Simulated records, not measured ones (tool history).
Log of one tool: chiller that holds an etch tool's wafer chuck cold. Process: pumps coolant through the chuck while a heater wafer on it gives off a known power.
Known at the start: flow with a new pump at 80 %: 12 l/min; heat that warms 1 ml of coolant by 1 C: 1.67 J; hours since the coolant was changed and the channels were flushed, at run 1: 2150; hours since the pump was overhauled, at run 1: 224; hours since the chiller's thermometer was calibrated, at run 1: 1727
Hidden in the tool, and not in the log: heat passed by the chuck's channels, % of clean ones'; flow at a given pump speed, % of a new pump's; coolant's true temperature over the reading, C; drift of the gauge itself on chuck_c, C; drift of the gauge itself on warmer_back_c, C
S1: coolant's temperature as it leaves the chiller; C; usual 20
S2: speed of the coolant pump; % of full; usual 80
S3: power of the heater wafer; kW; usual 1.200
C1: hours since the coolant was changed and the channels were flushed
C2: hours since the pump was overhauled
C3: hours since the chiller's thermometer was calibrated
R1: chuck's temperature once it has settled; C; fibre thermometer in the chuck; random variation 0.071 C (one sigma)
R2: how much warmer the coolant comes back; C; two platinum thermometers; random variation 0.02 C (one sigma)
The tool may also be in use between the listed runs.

run	hour	S1	S2	S3	C1	C2	C3	R1	R2
1	0.0	20	80	1.200	2150	224	1727	29.76	3.60
2	21.4	20	80	1.200	2171	246	1748	29.74	3.57
3	37.5	20	80	1.200	2188	262	1765	29.83	3.58
4	68.1	20	80	1.200	2218	292	1795	29.85	3.54
5	92.3	20	80	1.125	2242	317	1819	29.26	3.32
6	105.7	20	80	1.125	2256	330	1833	29.18	3.34
7	126.9	20	80	1.125	2277	351	1854	29.03	3.30
8	144.4	20	80	1.125	2295	369	1871	29.23	3.28
9	165.8	20	80	1.125	2316	390	1893	29.24	3.27
10	189.1	20	80	1.125	2339	413	1916	29.25	3.29
11	209.0	20	80	1.200	2359	433	1936	29.85	3.49
12	230.3	20	80	1.321	2380	455	1957	30.77	3.80
13	255.8	20	80	1.200	2406	480	1983	29.68	3.48
14	277.3	20	78	1.200	2427	502	2004	30.00	3.59
15	298.2	20	78	1.200	2448	523	2025	29.94	3.57
# hour 310.3: gauge calibrated
16	318.9	20	74	1.200	2469	543	2046	30.44	3.87
17	340.5	20	74	1.200	2491	565	2068	30.43	3.83
18	367.4	13	76	1.012	2518	592	2094	21.67	3.15
19	397.3	23	87	0.760	2547	622	2124	28.73	2.07
20	418.7	22	80	1.200	2569	643	2146	31.74	3.56
21	435.0	28	64	1.151	2585	659	2162	39.43	4.22
22	462.6	28	91	1.740	2613	687	2190	40.71	4.53
23	476.3	28	91	1.740	2626	701	2203	40.82	4.51
24	507.3	28	91	1.740	2657	732	2234	40.76	4.54
25	526.7	17	91	1.104	2677	751	2254	25.00	2.84
26	542.1	17	91	1.104	2692	766	2269	25.10	2.83
27	565.7	17	91	1.104	2716	790	2293	25.16	2.81
28	588.6	20	62	1.200	2739	813	2316	32.24	4.52
29	612.5	20	62	1.200	2763	837	2340	32.09	4.49
30	633.4	20	97	1.355	2784	858	2360	29.48	3.22
31	648.7	20	97	1.355	2799	873	2376	29.36	3.18
32	666.6	20	80	1.190	2817	891	2394	29.79	3.39
33	696.5	20	73	1.200	2847	921	2424	30.58	3.76

How the hidden state differs across the entries between the runs, from the last listed run before each to the first after it:
Between runs 15 and 16: gauge calibrated (hour 310.3)
  drift of the gauge itself on warmer_back_c, C: -0.12 -> 0
  measured less the result without the state, R2: -0.12 -> +0.00 C

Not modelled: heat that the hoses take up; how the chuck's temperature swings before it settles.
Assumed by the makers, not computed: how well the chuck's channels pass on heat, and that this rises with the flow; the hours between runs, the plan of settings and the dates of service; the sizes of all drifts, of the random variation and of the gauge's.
